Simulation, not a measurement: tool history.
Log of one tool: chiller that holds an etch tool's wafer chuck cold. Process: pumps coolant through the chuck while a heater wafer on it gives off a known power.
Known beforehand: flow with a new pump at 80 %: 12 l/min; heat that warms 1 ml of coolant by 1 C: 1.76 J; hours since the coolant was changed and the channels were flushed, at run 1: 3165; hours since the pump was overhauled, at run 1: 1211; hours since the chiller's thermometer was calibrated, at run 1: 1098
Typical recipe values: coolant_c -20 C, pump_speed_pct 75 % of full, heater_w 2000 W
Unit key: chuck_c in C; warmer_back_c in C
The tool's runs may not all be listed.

run,hour,coolant_c,pump_speed_pct,heater_w,hours since the coolant was changed and the channels were flushed,hours since the pump was overhauled,hours since the chiller's thermometer was calibrated,chuck_c,warmer_back_c
1,0,-20,75,2000,3165,1211,1098,-3.8,6.3
2,25.9,-20,75,2000,3191,1237,1124,-3.9,6.3
3,42,-20,75,2000,3207,1253,1140,-3.9,6.29
4,80.2,-20,64,2000,3246,1291,1179,-1,7.35
5,97.5,-20,75,2000,3263,1308,1196,-3.8,6.26
6,127.2,-20,75,2000,3293,1338,1226,-3.8,6.33
7,160.3,-20,75,2000,3326,1371,1259,-3.8,6.27
8,182,-20,75,2000,3347,1393,1280,-3.7,6.29
9,203.1,-20,61,2000,3368,1414,1301,-0.1,7.9
10,241.1,-20,75,2000,3406,1452,1340,-3.7,6.29
11,277.6,-20,75,2000,3443,1488,1376,-3.8,6.34
12,313.9,-20,75,2000,3479,1525,1412,-3.7,6.32
13,333.2,-20,75,1569,3499,1544,1432,-7.2,4.94
# hour 337.5: chiller's thermometer calibrated
14,352.7,-20,75,1569,3517,1562,15,-7,4.93
15,378,-29,65,2000,3542,1588,41,-10.3,7.39
16,394,-29,65,2000,3558,1604,56,-10.1,7.34
17,430.3,-13,72,1511,3595,1640,93,-0.1,4.98
18,457.1,-13,72,1511,3621,1667,120,-0.2,5.02
19,477.3,-10,79,2064,3642,1687,140,6.1,6.15
20,515.2,-23,75,2468,3680,1725,178,-2.6,7.84
# hour 531.4: chiller's thermometer calibrated, once more
21,545.9,-23,75,2468,3709,1755,15,-2.9,7.83
22,561.9,-12,62,1443,3725,1771,31,2.3,5.6
23,595.8,-12,62,1443,3759,1804,64,2.3,5.67
24,625.7,-20,84,1128,3789,1834,94,-11.6,3.16
25,656.9,-20,84,1128,3820,1866,126,-11.7,3.19
26,686.6,-11,95,2983,3850,1895,155,8.6,7.41
27,711.5,-11,95,2983,3875,1920,180,8.6,7.38
28,746.6,-15,78,1702,3910,1955,215,-1.4,5.21

Describe how what the log doesn't record of the tool's condition differs between the last listed run preceding each entry between runs and the first listed run following it.
After run 13, before run 14: chiller's thermometer calibrated (hour 337.5)
  heat passed by the chuck's channels, % of clean ones': 91.8 -> 91.7; coolant's true temperature over the reading, C: 0.06 -> 0.09
  measured result minus the result with no hidden state, chuck_c: +1.3 -> +1.3 C; warmer_back_c: +0.17 -> +0.17 C
After run 20, before run 21: chiller's thermometer calibrated, once more (hour 531.4)
  heat passed by the chuck's channels, % of clean ones': 91.4 -> 91.3; coolant's true temperature over the reading, C: 0.1 -> 0
  measured result minus the result with no hidden state, chuck_c: +2.1 -> +2 C; warmer_back_c: +0.3 -> +0.3 C

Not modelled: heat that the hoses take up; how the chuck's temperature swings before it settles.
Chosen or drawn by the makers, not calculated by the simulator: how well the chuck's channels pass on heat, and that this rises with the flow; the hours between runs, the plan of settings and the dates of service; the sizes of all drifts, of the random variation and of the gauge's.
